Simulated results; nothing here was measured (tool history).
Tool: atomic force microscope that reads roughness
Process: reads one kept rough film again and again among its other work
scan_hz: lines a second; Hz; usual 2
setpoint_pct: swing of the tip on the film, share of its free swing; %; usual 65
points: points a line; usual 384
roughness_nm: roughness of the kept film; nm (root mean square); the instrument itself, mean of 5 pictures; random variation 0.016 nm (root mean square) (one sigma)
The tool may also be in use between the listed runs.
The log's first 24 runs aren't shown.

run 25 hour=575.2 | scan_hz=2 setpoint_pct=81 points=256 | roughness_nm=2.4
run 26 hour=594 | scan_hz=2 setpoint_pct=81 points=256 | roughness_nm=2.146
run 27 hour=625.4 | scan_hz=0.89 setpoint_pct=82 points=406 | roughness_nm=2.051
-- hour=643.9 new tip fitted
run 28 hour=650.8 | scan_hz=2.47 setpoint_pct=69 points=803 | roughness_nm=3.444
run 29 hour=676.9 | scan_hz=2.47 setpoint_pct=69 points=803 | roughness_nm=2.883
run 30 hour=701.4 | scan_hz=1.65 setpoint_pct=80 points=803 | roughness_nm=2.356
run 31 hour=733.9 | scan_hz=3.96 setpoint_pct=65 points=671 | roughness_nm=2.001
-- hour=756.6 new tip fitted
run 32 hour=762.4 | scan_hz=3.96 setpoint_pct=65 points=671 | roughness_nm=3.352
run 33 hour=794 | scan_hz=2.26 setpoint_pct=65 points=572 | roughness_nm=2.844
run 34 hour=810.1 | scan_hz=0.54 setpoint_pct=79 points=349 | roughness_nm=2.658
run 35 hour=830.6 | scan_hz=2 setpoint_pct=83 points=298 | roughness_nm=2.018
run 36 hour=848 | scan_hz=1.38 setpoint_pct=56 points=298 | roughness_nm=2.2

Forecast each of these 3 alternatives for the next run:
run A hour=866 | scan_hz=0.64 setpoint_pct=56 points=831 | roughness_nm=?
run B hour=866 | scan_hz=2 setpoint_pct=87 points=649 | roughness_nm=?
run C hour=866 | scan_hz=2.27 setpoint_pct=59 points=813 | roughness_nm=?

run=A roughness_nm=2.092
run=B roughness_nm=1.671
run=C roughness_nm=1.986
Without the tool's hidden state the same runs would have given:
run=A roughness_nm=4.098
run=B roughness_nm=3.271
run=C roughness_nm=3.891
